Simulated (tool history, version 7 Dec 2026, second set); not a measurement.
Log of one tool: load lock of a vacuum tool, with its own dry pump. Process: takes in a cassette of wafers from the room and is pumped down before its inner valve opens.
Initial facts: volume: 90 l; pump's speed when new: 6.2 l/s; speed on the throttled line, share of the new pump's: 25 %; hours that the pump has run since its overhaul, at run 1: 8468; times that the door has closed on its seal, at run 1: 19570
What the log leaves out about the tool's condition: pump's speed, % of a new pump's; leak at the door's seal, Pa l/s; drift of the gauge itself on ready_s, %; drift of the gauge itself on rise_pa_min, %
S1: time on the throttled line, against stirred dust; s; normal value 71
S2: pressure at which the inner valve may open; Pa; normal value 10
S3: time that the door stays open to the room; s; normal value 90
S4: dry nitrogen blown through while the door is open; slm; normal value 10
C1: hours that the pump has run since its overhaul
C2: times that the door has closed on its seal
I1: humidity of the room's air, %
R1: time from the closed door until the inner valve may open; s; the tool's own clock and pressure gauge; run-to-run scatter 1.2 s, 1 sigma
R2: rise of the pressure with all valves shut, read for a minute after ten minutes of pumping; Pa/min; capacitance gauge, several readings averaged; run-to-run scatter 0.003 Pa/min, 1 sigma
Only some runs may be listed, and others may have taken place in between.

run	hour	S1	S2	S3	S4	C1	C2	I1	R1	R2
1	0.0	71	10	90	10	8468	19570	42.4	199.7	0.079
2	154.0	71	10	110	10	8622	19966	48.4	200.0	0.089
3	354.1	71	10	110	10	8822	20479	44.1	199.3	0.086
4	514.0	71	10	110	10	8982	20890	44.6	202.1	0.087
5	629.3	71	10	90	10	9097	21186	50.2	201.5	0.091
6	763.9	71	10	90	10	9231	21531	44.6	202.0	0.089
7	917.0	71	10	90	10	9385	21924	45.0	200.5	0.088
8	1063.0	71	10	90	10	9531	22298	45.8	201.1	0.088
9	1246.2	71	10	90	10	9714	22768	44.8	201.8	0.091
10	1378.3	71	10	90	10	9846	23108	48.9	199.3	0.095
11	1552.5	71	10	90	10	10020	23555	44.8	203.6	0.103
12	1697.4	71	10	90	10	10165	23927	43.5	201.1	0.096
13	1804.4	71	10	90	10	10272	24201	46.3	201.8	0.099
14	1987.1	71	10	90	10	10455	24670	44.5	201.8	0.106
15	2147.9	71	10	90	10	10616	25083	48.8	203.6	0.104
16	2244.4	71	10	90	10	10712	25330	43.0	203.4	0.111
17	2415.1	71	10	90	10	10883	25768	46.1	202.7	0.104
18	2527.2	71	10	90	10	10995	26056	45.1	201.3	0.113
19	2616.2	71	10	90	10	11084	26284	44.6	204.3	0.103
20	2817.1	71	10	90	16	11285	26800	48.7	206.8	0.105
21	2988.9	130	9	87	21	11456	27241	45.0	247.0	0.106
22	3182.6	118	12	87	21	11650	27738	43.9	235.1	0.104
23	3353.8	71	7	132	6	11821	28177	41.6	210.9	0.118
24	3461.2	71	7	132	6	11929	28453	45.4	211.5	0.130
25	3578.4	40	7	132	7	12046	28754	44.1	190.0	0.127
26	3761.7	126	7	68	7	12229	29224	45.9	252.6	0.132
27	3871.5	71	10	167	18	12339	29506	45.0	206.1	0.121
28	4035.5	71	8	167	18	12503	29927	46.0	208.0	0.126
29	4161.4	71	8	167	18	12629	30250	46.7	210.6	0.127
30	4257.1	71	8	167	18	12725	30496	48.8	212.0	0.123
31	4448.5	71	8	167	18	12916	30987	43.5	212.2	0.129
32	4572.5	71	7	178	18	13040	31305	44.3	213.2	0.137
33	4717.4	71	7	37	18	13185	31677	42.9	214.0	0.124
34	4817.9	71	7	37	18	13285	31935	46.6	212.3	0.130
35	4942.3	71	7	37	18	13410	32254	46.2	212.8	0.129
36	5067.3	71	7	105	35	13535	32575	44.2	214.1	0.136

4 ways to go on from here, each from the tool as it stands after run 36. What would each give?
A	5159.5	37	7	128	14	13627	32811	43.6	?	?
B	5159.5	71	11	68	10	13627	32811	48.7	?	?
C	5159.5	120	10	27	10	13627	32811	46.0	?	?
D	5159.5	71	10	90	10	13627	32811	45.6	?	?

run	R1	R2
A	191.1	0.143
B	207.2	0.141
C	239.3	0.134
D	207.9	0.138
The same runs, with their run-to-run variation unchanged, on a tool lacking any hidden condition would have given:
run	R1	R2
A	169.3	0.027
B	188.2	0.022
C	222.4	0.015
D	188.8	0.019
